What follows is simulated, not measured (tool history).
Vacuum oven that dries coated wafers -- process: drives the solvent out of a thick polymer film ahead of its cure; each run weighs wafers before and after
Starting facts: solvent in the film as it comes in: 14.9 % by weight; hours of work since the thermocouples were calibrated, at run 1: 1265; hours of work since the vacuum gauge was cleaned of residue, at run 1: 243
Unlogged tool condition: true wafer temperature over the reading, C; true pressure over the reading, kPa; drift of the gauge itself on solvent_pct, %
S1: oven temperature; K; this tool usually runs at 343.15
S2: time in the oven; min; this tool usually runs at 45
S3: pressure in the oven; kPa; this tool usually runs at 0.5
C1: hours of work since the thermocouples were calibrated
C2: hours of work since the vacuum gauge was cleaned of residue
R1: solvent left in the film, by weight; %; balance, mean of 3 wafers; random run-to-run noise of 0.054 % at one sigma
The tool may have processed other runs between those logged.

run   hour      S1  S2     S3    C1   C2    R1
  1      0  343.15  45    0.5  1265  243  2.49
  2   13.5  343.15  45    0.5  1271  249  2.37
  3   27.8  343.15  45    0.5  1278  256  2.36
  4   43.4  343.15  28    0.5  1285  263   4.4
  5   57.9  343.15  28    0.5  1291  269  4.46
  6   66.8  343.15  28    0.5  1295  273  4.39
  7   73.9  343.15  28    0.5  1298  276  4.43
  8     90  343.15  28    0.5  1305  283  4.45
  9   99.7  343.15  28    0.5  1309  287  4.54
 10  109.3  343.15  28    0.5  1314  292   4.3
 11  122.8  343.15  45    0.5  1320  298  2.48
 12  135.7  343.15  25    0.5  1325  303  5.07
 13  143.7  343.15  25    0.5  1329  307  4.99
 14  159.3  343.15  25    0.5  1336  314  5.09
 15  174.2  343.15  45    0.5  1342  320  2.48
 16  184.1  343.15  47    0.5  1347  325  2.35
 17  194.2  343.15  47    0.5  1351  329  2.27
 18  201.5  343.15  47    0.5  1354  332  2.42
 19    212  343.15  45    0.5  1359  337  2.49
 20  221.9  345.15  45    0.5  1363  341  1.94
 21  228.6  345.15  45    0.5  1366  344  1.94
 22  236.1  336.15  35  1.389  1370  348  6.31
 23  244.8  336.15  35  1.389  1373  351  6.33
 24  255.2  343.15  27    0.5  1378  356  4.57
 25  269.9  340.15  56    0.5  1385  363  2.63
 26  278.9  340.15  56    0.5  1389  367  2.58
     281.9  -- vacuum gauge cleaned of residue and calibrated
 27  293.1  343.15  32  0.271  1394    5  3.81
 28  299.8  343.15  22  0.958  1397    8  5.58
 29  315.3  339.15  31    0.5  1404   15  5.39
 30  327.3  339.15  31    0.5  1409   20  5.42
 31  335.4  339.15  25   0.56  1413   24  6.33

The next listed run, before its measurement:
 32  348.7  345.15  69  1.081  1419  29   ?

{"run 32": {"R1": 1}}
Without the tool's hidden state the same run would have given R1 0.72 %.

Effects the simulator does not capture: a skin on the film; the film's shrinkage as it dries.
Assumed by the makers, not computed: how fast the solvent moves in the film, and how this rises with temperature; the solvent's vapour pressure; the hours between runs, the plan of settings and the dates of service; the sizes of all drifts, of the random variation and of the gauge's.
